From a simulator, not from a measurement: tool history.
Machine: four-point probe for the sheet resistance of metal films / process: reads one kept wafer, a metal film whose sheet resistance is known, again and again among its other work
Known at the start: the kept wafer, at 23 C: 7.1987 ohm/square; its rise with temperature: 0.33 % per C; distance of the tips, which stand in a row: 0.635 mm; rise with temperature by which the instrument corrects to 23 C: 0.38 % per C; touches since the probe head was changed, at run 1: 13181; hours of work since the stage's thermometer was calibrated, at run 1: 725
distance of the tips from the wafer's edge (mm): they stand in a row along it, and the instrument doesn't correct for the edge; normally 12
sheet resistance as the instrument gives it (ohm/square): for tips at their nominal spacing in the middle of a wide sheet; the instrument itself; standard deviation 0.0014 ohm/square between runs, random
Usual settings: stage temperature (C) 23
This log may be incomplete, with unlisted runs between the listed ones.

run     day  stage temperature (C)  distance of the tips from the wafer's edge (mm)  touches since the probe head was changed  hours of work since the stage's thermometer was calibrated  sheet resistance as the instrument gives it (ohm/square)
  1   0.000                     23                                               12                                     13181                                                         725                                                  7.186806
  2   0.404                     23                                               12                                     13585                                                         731                                                  7.184366
  3   0.688                     23                                               12                                     13869                                                         735                                                  7.181275
  4   0.979                     23                                               12                                     14159                                                         739                                                  7.182895
  5   1.375                     23                                               12                                     14553                                                         744                                                  7.182670
  6   1.888                     23                                               12                                     15065                                                         751                                                  7.182917
  7   2.338                     23                                               21                                     15515                                                         758                                                  7.175955
  8   2.829                     23                                               21                                     16005                                                         765                                                  7.174750
  9   3.179                     23                                                7                                     16357                                                         769                                                  7.203381
 10   3.671                     23                                                7                                     16845                                                         776                                                  7.205214
 11   4.108                     23                                                7                                     17282                                                         782                                                  7.202387
 12   4.488                     23                                                8                                     17660                                                         788                                                  7.196157
 13   4.929                     23                                                8                                     18099                                                         794                                                  7.195715
 14   5.404                     23                                                8                                     18577                                                         801                                                  7.196276
 15   5.917                     23                                                8                                     19086                                                         808                                                  7.197116
 16   6.496                     23                                               58                                     19666                                                         816                                                  7.172572
 17   6.988                     23                                               58                                     20155                                                         823                                                  7.172421
 18   7.446                     29                                               12                                     20615                                                         829                                                  7.156209
 19   8.038                     23                                               12                                     21204                                                         837                                                  7.182403
 20   8.562                     23                                               12                                     21727                                                         845                                                  7.181247
 21   8.946                     23                                               12                                     22109                                                         850                                                  7.179574
 22   9.408                     23                                               12                                     22573                                                         856                                                  7.183070
 23   9.796                     23                                               12                                     22959                                                         862                                                  7.181470
 24  10.142                     23                                               12                                     23306                                                         867                                                  7.182224
 25  10.521                     23                                               37                                     23683                                                         872                                                  7.174950
 26  10.796                     23                                               12                                     23957                                                         876                                                  7.180025
 27  11.229                     27                                                5                                     24390                                                         882                                                  7.217176
 28  11.517                     27                                                5                                     24677                                                         886                                                  7.216259
 29  11.950                     27                                                5                                     25107                                                         892                                                  7.215778
 30  12.400                     27                                                5                                     25556                                                         898                                                  7.212408
 31  12.688                     32                                               32                                     25846                                                         902                                                  7.134664
 32  13.262                     24                                               15                                     26419                                                         910                                                  7.173070
 33  13.892                     34                                               14                                     27048                                                         919                                                  7.133282
 34  14.304                     33                                                6                                     27458                                                         925                                                  7.171907
 35  14.717                     18                                                5                                     27871                                                         931                                                  7.251755
 36  15.212                     23                                                7                                     28367                                                         938                                                  7.200005
 37  15.758                     23                                                7                                     28909                                                         945                                                  7.200752
 38  16.296                     33                                               29                                     29445                                                         953                                                  7.129111
 39  16.854                     33                                               29                                     30002                                                         960                                                  7.131337
 40  17.129                     23                                               15                                     30280                                                         964                                                  7.174247
 41  17.629                     23                                               12                                     30778                                                         971                                                  7.178747
 42  17.954                     33                                                9                                     31102                                                         976                                                  7.147420
 43  18.383                     33                                                9                                     31530                                                         982                                                  7.148504
 44  18.729                     35                                               19                                     31873                                                         987                                                  7.123513
 45  19.062                     18                                               49                                     32209                                                         991                                                  7.190733
 46  19.529                     35                                               24                                     32673                                                         998                                                  7.122890

Predict each of these 3 candidate next runs independently; none follows another, all start after run 46:
  A  19.904                     34                                               12                                     33048                                                        1003                                                         ?
  B  19.904                     23                                                3                                     33048                                                        1003                                                         ?
  C  19.904                     31                                                4                                     33048                                                        1003                                                         ?

run  sheet resistance as the instrument gives it (ohm/square)
  A                                                  7.135349
  B                                                  7.338717
  C                                                  7.229839
Without the tool's unlogged condition, the same runs would have read:
run  sheet resistance as the instrument gives it (ohm/square)
  A                                                  7.166569
  B                                                  7.370659
  C                                                  7.261413
